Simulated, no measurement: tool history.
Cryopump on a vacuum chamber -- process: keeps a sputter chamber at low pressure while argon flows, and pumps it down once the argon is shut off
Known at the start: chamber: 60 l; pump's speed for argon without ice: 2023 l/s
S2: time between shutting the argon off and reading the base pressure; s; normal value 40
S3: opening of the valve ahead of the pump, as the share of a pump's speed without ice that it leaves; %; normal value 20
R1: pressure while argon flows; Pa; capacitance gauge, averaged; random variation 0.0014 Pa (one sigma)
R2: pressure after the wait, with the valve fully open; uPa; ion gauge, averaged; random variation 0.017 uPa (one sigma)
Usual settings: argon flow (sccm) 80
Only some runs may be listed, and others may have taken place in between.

run 1 hour=0 | argon_flow_(sccm)=80 S2=40 S3=20 | R1=0.3422 R2=1.82
run 2 hour=30.6 | argon_flow_(sccm)=80 S2=40 S3=20 | R1=0.346 R2=1.83
run 3 hour=61 | argon_flow_(sccm)=80 S2=40 S3=20 | R1=0.3437 R2=1.85
run 4 hour=82.1 | argon_flow_(sccm)=80 S2=40 S3=20 | R1=0.348 R2=1.81
run 5 hour=102.5 | argon_flow_(sccm)=80 S2=40 S3=20 | R1=0.3484 R2=1.84
run 6 hour=130.1 | argon_flow_(sccm)=80 S2=40 S3=20 | R1=0.3502 R2=1.83
run 7 hour=156.2 | argon_flow_(sccm)=80 S2=40 S3=20 | R1=0.3521 R2=1.84
run 8 hour=192.3 | argon_flow_(sccm)=80 S2=40 S3=20 | R1=0.3518 R2=1.86
run 9 hour=213.3 | argon_flow_(sccm)=80 S2=40 S3=20 | R1=0.3506 R2=1.83
run 10 hour=236.5 | argon_flow_(sccm)=80 S2=40 S3=20 | R1=0.3528 R2=1.84
run 11 hour=260 | argon_flow_(sccm)=140 S2=40 S3=20 | R1=0.6183 R2=1.88
run 12 hour=283.7 | argon_flow_(sccm)=140 S2=40 S3=20 | R1=0.6199 R2=1.87
run 13 hour=299.5 | argon_flow_(sccm)=46 S2=40 S3=20 | R1=0.2061 R2=1.89
-- hour=334.6 pump warmed up, emptied and cooled again
run 14 hour=336.4 | argon_flow_(sccm)=46 S2=40 S3=20 | R1=0.1936 R2=1.82
run 15 hour=356.1 | argon_flow_(sccm)=80 S2=40 S3=20 | R1=0.3325 R2=1.84
run 16 hour=376.4 | argon_flow_(sccm)=80 S2=40 S3=20 | R1=0.3338 R2=1.8
run 17 hour=407 | argon_flow_(sccm)=80 S2=40 S3=20 | R1=0.3387 R2=1.81
run 18 hour=442.9 | argon_flow_(sccm)=80 S2=40 S3=20 | R1=0.3365 R2=1.85
run 19 hour=478.9 | argon_flow_(sccm)=80 S2=40 S3=20 | R1=0.3411 R2=1.84
run 20 hour=494.2 | argon_flow_(sccm)=43 S2=40 S3=28 | R1=0.1325 R2=1.84
run 21 hour=515.8 | argon_flow_(sccm)=99 S2=51 S3=25 | R1=0.3363 R2=1.5
run 22 hour=541.6 | argon_flow_(sccm)=99 S2=51 S3=25 | R1=0.338 R2=1.51
run 23 hour=574.8 | argon_flow_(sccm)=80 S2=51 S3=20 | R1=0.3428 R2=1.5
run 24 hour=591.9 | argon_flow_(sccm)=80 S2=40 S3=33 | R1=0.2116 R2=1.86
run 25 hour=612.5 | argon_flow_(sccm)=93 S2=40 S3=24 | R1=0.3352 R2=1.86

Predict the results of run 26:
run 26 hour=631.6 | argon_flow_(sccm)=93 S2=21 S3=27 | R1=? R2=?

R1: 0.2995 Pa
R2: 3.3 uPa
Were there no unlogged condition in the tool, this run, its random variation unchanged, would have produced R1 0.288 Pa, R2 3.16 uPa.
